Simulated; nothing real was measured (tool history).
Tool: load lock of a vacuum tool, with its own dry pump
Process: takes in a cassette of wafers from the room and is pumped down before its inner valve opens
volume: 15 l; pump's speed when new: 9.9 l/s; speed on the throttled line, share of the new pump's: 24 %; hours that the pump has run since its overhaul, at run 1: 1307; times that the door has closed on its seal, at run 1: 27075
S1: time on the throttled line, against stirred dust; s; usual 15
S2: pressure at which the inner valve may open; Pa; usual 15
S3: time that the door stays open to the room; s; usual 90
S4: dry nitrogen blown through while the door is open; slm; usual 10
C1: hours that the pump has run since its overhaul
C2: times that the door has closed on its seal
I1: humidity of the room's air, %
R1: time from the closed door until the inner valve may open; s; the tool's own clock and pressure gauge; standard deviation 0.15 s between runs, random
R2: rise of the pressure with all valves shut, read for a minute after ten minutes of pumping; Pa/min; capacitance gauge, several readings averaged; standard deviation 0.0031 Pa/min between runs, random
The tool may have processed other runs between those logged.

run	hour	S1	S2	S3	S4	C1	C2	I1	R1	R2
1	0.0	15	15	90	10	1307	27075	47.9	24.8	0.323
2	210.0	15	15	90	10	1517	27728	45.3	25.3	0.331
3	378.6	15	15	90	10	1686	28252	45.1	25.1	0.329
4	554.5	15	15	55	10	1862	28798	44.0	25.0	0.305
5	872.4	15	15	190	10	2180	29787	45.4	25.0	0.404
6	1031.6	9	15	90	10	2339	30281	42.6	20.5	0.352
7	1291.5	15	13	90	10	2599	31089	48.2	25.3	0.375
8	1526.0	15	15	90	10	2833	31818	49.3	25.3	0.382
9	1734.6	27	15	90	10	3042	32466	40.6	34.4	0.381
10	2010.4	27	15	90	10	3318	33323	44.8	34.1	0.397
11	2337.5	27	15	90	10	3645	34340	46.4	34.0	0.404
12	2569.9	15	10	90	10	3877	35062	44.7	25.5	0.415
13	2779.1	15	10	90	10	4086	35712	44.3	25.8	0.439
14	3107.5	15	10	90	10	4415	36733	44.4	25.7	0.448
15	3299.4	15	10	90	10	4607	37329	46.3	26.0	0.464
16	3466.3	15	16	90	19	4774	37848	48.3	25.3	0.457
17	3708.4	19	16	90	19	5016	38600	43.6	28.2	0.467
18	4064.0	19	16	90	19	5371	39706	45.3	28.3	0.486
19	4299.4	15	16	90	5	5607	40437	42.6	24.9	0.526
20	4594.9	27	15	59	29	5902	41355	43.9	34.3	0.483
21	4790.4	27	15	159	29	6098	41963	44.5	34.7	0.533
22	4955.3	27	15	159	29	6262	42476	42.9	34.3	0.544

5 options for the next run, each taken on its own from the tool as it stands now. Forecast them:
A	5315.4	24	15	90	8	6623	43595	46.9	?	?
B	5315.4	15	13	33	10	6623	43595	47.1	?	?
C	5315.4	11	15	33	8	6623	43595	46.8	?	?
D	5315.4	18	15	90	10	6623	43595	46.4	?	?
E	5315.4	26	16	90	6	6623	43595	46.6	?	?

run	R1	R2
A	32.1	0.580
B	25.6	0.537
C	22.3	0.530
D	28.0	0.573
E	33.6	0.579
The same runs, with their run-to-run variation unchanged, on a tool lacking any hidden condition would have given:
run	R1	R2
A	31.8	0.108
B	25.2	0.057
C	21.9	0.059
D	27.6	0.101
E	33.3	0.105
